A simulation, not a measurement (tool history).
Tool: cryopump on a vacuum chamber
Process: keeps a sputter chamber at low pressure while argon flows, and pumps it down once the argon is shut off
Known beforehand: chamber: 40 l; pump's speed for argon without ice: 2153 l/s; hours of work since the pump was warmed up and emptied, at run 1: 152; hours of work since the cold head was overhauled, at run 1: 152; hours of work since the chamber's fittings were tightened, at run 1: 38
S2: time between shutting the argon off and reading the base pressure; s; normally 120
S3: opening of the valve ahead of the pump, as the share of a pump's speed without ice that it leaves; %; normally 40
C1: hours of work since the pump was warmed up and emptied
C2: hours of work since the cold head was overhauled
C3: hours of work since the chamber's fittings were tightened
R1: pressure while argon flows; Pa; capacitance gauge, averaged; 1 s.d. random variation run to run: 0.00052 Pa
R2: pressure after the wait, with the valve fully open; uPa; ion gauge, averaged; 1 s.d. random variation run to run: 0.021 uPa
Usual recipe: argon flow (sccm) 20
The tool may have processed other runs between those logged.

run 1 hour=0.0 | argon_flow_(sccm)=20 S2=120 S3=40 | C1=152 C2=152 C3=38 | R1=0.0407 R2=0.36
run 2 hour=45.0 | argon_flow_(sccm)=9 S2=120 S3=40 | C1=182 C2=182 C3=68 | R1=0.0185 R2=0.39
run 3 hour=97.9 | argon_flow_(sccm)=20 S2=120 S3=40 | C1=217 C2=217 C3=103 | R1=0.0405 R2=0.39
run 4 hour=148.8 | argon_flow_(sccm)=20 S2=94 S3=40 | C1=251 C2=251 C3=137 | R1=0.0428 R2=0.46
run 5 hour=174.3 | argon_flow_(sccm)=20 S2=120 S3=34 | C1=268 C2=268 C3=154 | R1=0.0492 R2=0.40
run 6 hour=209.5 | argon_flow_(sccm)=20 S2=274 S3=40 | C1=291 C2=291 C3=177 | R1=0.0425 R2=0.30
run 7 hour=237.4 | argon_flow_(sccm)=20 S2=274 S3=40 | C1=309 C2=309 C3=195 | R1=0.0432 R2=0.30
run 8 hour=284.9 | argon_flow_(sccm)=12 S2=120 S3=41 | C1=341 C2=341 C3=227 | R1=0.0260 R2=0.45
run 9 hour=323.9 | argon_flow_(sccm)=13 S2=65 S3=45 | C1=366 C2=366 C3=252 | R1=0.0257 R2=0.61
run 10 hour=377.8 | argon_flow_(sccm)=30 S2=120 S3=40 | C1=402 C2=402 C3=288 | R1=0.0657 R2=0.48
run 11 hour=417.7 | argon_flow_(sccm)=8 S2=173 S3=56 | C1=428 C2=428 C3=314 | R1=0.0135 R2=0.43
run 12 hour=449.7 | argon_flow_(sccm)=8 S2=71 S3=27 | C1=450 C2=450 C3=336 | R1=0.0257 R2=0.60
run 13 hour=496.9 | argon_flow_(sccm)=20 S2=55 S3=40 | C1=481 C2=481 C3=367 | R1=0.0451 R2=0.74

Predict each of these 4 candidate next runs independently; none follows another, all start after run 13:
run A hour=544.1 | argon_flow_(sccm)=11 S2=120 S3=15 | C1=512 C2=512 C3=398 | R1=? R2=?
run B hour=544.1 | argon_flow_(sccm)=11 S2=129 S3=31 | C1=512 C2=512 C3=398 | R1=? R2=?
run C hour=544.1 | argon_flow_(sccm)=20 S2=23 S3=40 | C1=512 C2=512 C3=398 | R1=? R2=?
run D hour=544.1 | argon_flow_(sccm)=20 S2=98 S3=17 | C1=512 C2=512 C3=398 | R1=? R2=?

run=A R1=0.0620 R2=0.52
run=B R1=0.0313 R2=0.53
run=C R1=0.0462 R2=1.30
run=D R1=0.0989 R2=0.58
Stripped of hidden state, with their random variation kept, the same runs would have yielded:
run=A R1=0.0580 R2=0.32
run=B R1=0.0274 R2=0.32
run=C R1=0.0391 R2=1.09
run=D R1=0.0917 R2=0.37
